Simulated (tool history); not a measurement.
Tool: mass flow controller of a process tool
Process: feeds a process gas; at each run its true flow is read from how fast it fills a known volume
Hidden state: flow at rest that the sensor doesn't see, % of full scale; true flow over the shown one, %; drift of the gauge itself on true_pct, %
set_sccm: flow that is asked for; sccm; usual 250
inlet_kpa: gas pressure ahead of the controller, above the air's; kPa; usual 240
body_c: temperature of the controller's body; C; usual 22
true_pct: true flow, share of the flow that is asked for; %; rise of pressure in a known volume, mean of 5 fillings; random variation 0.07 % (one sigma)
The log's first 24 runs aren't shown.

run	hour	set_sccm	inlet_kpa	body_c	hours of work since the controller was set to zero	hours of work since the controller was changed	true_pct
25	2304.3	278	240	22	940	940	99.33
26	2404.1	250	271	38	973	973	98.21
27	2509.5	100	271	23	1007	1007	97.96
28	2578.3	309	227	25	1029	1029	99.29
29	2647.6	373	240	25	1052	1052	99.8
30	2750	373	240	25	1085	1085	99.73
31	2822.6	373	240	40	1109	1109	98.89
32	2945.8	124	213	32	1149	1149	97.36
33	3040.2	124	213	32	1180	1180	97.43
34	3167.3	250	143	29	1221	1221	98.53
35	3280.2	327	143	29	1258	1258	99.11
36	3354.8	350	240	31	1282	1282	99.38
37	3473	277	240	21	1320	1320	99.57
38	3544.2	476	267	31	1343	1343	100.32
39	3659.1	121	236	37	1381	1381	97.15
40	3723.4	84	234	23	1402	1402	97.59
41	3776.6	181	185	36	1419	1419	97.75
42	3903.3	181	185	36	1460	1460	97.75
43	4028.9	74	166	20	1501	1501	97.26
44	4087.1	74	160	24	1520	1520	96.92
45	4192.6	224	257	36	1554	1554	98.27
46	4321.2	166	221	40	1596	1596	97.48
47	4446.8	196	231	40	1637	1637	97.82
48	4520.5	279	240	22	1661	1661	99.72
49	4616.2	165	204	40	1692	1692	97.47

Forecast each of these 3 alternatives for the next run:
A	4689.1	356	155	40	1716	1716	?
B	4689.1	165	200	40	1716	1716	?
C	4689.1	68	224	21	1716	1716	?

run	true_pct
A	98.74
B	97.51
C	97.14
Without the tool's hidden state the same runs would have given:
run	true_pct
A	98.08
B	97.23
C	97.88
